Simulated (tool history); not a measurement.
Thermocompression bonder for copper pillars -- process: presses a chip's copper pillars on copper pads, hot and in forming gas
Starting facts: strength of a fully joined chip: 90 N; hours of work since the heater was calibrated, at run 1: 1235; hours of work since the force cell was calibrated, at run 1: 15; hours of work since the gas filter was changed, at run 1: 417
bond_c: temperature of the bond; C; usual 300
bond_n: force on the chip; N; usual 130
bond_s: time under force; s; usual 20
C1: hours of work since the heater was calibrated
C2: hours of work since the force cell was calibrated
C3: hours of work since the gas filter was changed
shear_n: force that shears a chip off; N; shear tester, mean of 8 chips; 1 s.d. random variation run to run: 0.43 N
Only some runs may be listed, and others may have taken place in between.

Run 1, hour 0: usual settings; C1 1235; C2 15; C3 417. Result: shear_n 56 N.
At hour 16: forming gas filter changed.
Run 2, hour 45.8: usual settings; C1 1269; C2 49; C3 22. Result: shear_n 57 N.
Run 3, hour 94.4: usual settings but bond_n 142 N; C1 1304; C2 84; C3 58. Result: shear_n 60.3 N.
Run 4, hour 124.1: usual settings but bond_n 142 N; C1 1326; C2 106; C3 79. Result: shear_n 60.6 N.
Run 5, hour 159.2: usual settings but bond_n 142 N; C1 1352; C2 132; C3 105. Result: shear_n 59.3 N.
Run 6, hour 214.3: usual settings but bond_n 142 N; C1 1393; C2 172; C3 146. Result: shear_n 59.5 N.
Run 7, hour 252.5: usual settings but bond_n 142 N; C1 1421; C2 201; C3 174. Result: shear_n 59.9 N.
Run 8, hour 304.9: usual settings but bond_n 142 N; C1 1459; C2 239; C3 212. Result: shear_n 59.1 N.
At hour 313.4: heater calibrated with a thermocouple chip.
Run 9, hour 333.5: usual settings but bond_n 180 N; C1 15; C2 259; C3 232. Result: shear_n 69.7 N.
Run 10, hour 383.9: usual settings but bond_c 316 C, bond_n 180 N; C1 52; C2 296; C3 269. Result: shear_n 75.3 N.
Run 11, hour 414.7: usual settings but bond_c 301 C, bond_n 156 N, bond_s 55 s; C1 74; C2 318; C3 292. Result: shear_n 79.6 N.
Run 12, hour 451.4: usual settings but bond_c 286 C, bond_n 79 N, bond_s 25 s; C1 101; C2 345; C3 319. Result: shear_n 40.9 N.
Run 13, hour 480.9: usual settings but bond_c 305 C, bond_n 131 N, bond_s 39 s; C1 123; C2 367; C3 340. Result: shear_n 72.7 N.
Run 14, hour 524: usual settings but bond_c 305 C, bond_n 131 N, bond_s 39 s; C1 155; C2 399; C3 372. Result: shear_n 71.5 N.
Run 15, hour 553.6: usual settings but bond_c 302 C, bond_n 167 N, bond_s 10 s; C1 177; C2 420; C3 394. Result: shear_n 56.7 N.
At hour 599.5: forming gas filter changed.
Run 16, hour 603.7: usual settings but bond_c 309 C, bond_s 42 s; C1 213; C2 457; C3 3. Result: shear_n 75.9 N.
Run 17, hour 630.3: usual settings but bond_c 309 C, bond_s 42 s; C1 233; C2 476; C3 23. Result: shear_n 75.9 N.
Run 18, hour 684.2: usual settings but bond_c 283 C, bond_n 101 N, bond_s 10 s; C1 272; C2 516; C3 62. Result: shear_n 34.5 N.
Run 19, hour 732.2: usual settings but bond_c 318 C; C1 307; C2 551; C3 98. Result: shear_n 68.7 N.

Results for each run, recomputed without the tool's hidden state and with each run's random variation untouched:
Hidden state at play: true temperature of the bond over the reading, C; force that reaches the chip, % of what is set; oxide that the forming gas leaves, % of the face; drift of the gauge itself on shear_n, %.
run  shear_n
  1     59.4
  2     59.2
  3     62.6
  4       63
  5     61.8
  6     62.1
  7     62.7
  8       62
  9     69.5
 10     75.6
 11     80.2
 12     40.5
 13     73.1
 14     72.1
 15     56.8
 16     75.1
 17     75.2
 18     33.7
 19     68.1
